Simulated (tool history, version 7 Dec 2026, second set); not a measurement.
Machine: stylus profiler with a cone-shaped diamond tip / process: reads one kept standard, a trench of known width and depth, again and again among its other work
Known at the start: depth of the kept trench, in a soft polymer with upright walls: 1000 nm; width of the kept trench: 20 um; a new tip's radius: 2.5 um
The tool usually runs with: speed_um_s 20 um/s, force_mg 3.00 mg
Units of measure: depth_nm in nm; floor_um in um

run,hour,speed_um_s,force_mg,depth_nm,floor_um
1,0.0,20,3.00,1018.40,15.85
2,20.7,20,3.00,1018.35,15.89
3,41.1,62,3.00,1018.67,15.73
4,53.8,62,3.00,1018.68,15.78
5,68.0,20,3.39,1020.07,15.82
6,82.0,20,3.39,1020.26,15.81
7,100.3,15,3.39,1019.84,15.76
8,111.3,54,3.39,1019.59,15.74
9,133.3,20,3.00,1018.00,15.79
10,152.0,48,3.00,1018.12,15.74
11,161.5,20,3.00,1018.08,15.73
12,173.0,20,3.00,1018.26,15.76
13,194.1,20,3.00,1018.05,15.77
14,215.4,20,2.37,1015.24,15.68
15,228.1,20,2.37,1014.88,15.68
16,246.5,15,3.00,1017.88,15.68
17,257.6,15,3.00,1018.21,15.73
18,267.2,20,3.00,1017.96,15.73
19,281.6,26,3.00,1017.78,15.74
20,292.3,26,3.00,1018.06,15.66
21,313.5,26,3.00,1017.80,15.68
22,325.6,26,3.00,1017.33,15.67
23,346.7,26,3.00,1017.83,15.69
24,367.2,15,2.85,1017.21,15.74
25,386.9,5,8.56,1037.71,15.68
26,398.1,22,2.91,1017.44,15.66
27,419.9,29,1.08,1007.92,15.59
28,429.8,29,1.08,1008.08,15.63
29,450.5,29,1.08,1008.08,15.60
30,460.3,29,1.08,1007.54,15.57
31,478.1,66,4.37,1023.19,15.55
32,488.4,20,2.76,1016.43,15.65
33,505.6,20,2.76,1016.48,15.58
34,517.2,20,1.30,1008.84,15.67
35,538.6,20,1.30,1009.21,15.58
36,557.5,58,3.78,1021.19,15.54
37,575.8,58,3.78,1020.67,15.52
38,587.3,8,1.62,1011.15,15.59
39,602.7,8,1.62,1010.70,15.59
40,612.6,8,1.62,1010.73,15.57
41,630.3,8,2.52,1014.97,15.58
42,645.0,37,1.81,1011.61,15.52
43,664.4,37,1.81,1011.92,15.54
44,682.6,41,1.99,1012.73,15.54
45,702.4,51,3.00,1017.07,15.51
46,720.6,51,3.00,1017.10,15.49

What if the next run were any one of these 3? Each begins from the tool's condition after run 46:
A,737.4,22,1.69,?,?
B,737.4,25,2.91,?,?
C,737.4,51,2.08,?,?

run,depth_nm,floor_um
A,1010.82,15.52
B,1016.57,15.52
C,1012.91,15.44
With no hidden state in the tool, these same runs would have given:
run,depth_nm,floor_um
A,1013.37,15.95
B,1019.13,15.95
C,1015.46,15.87
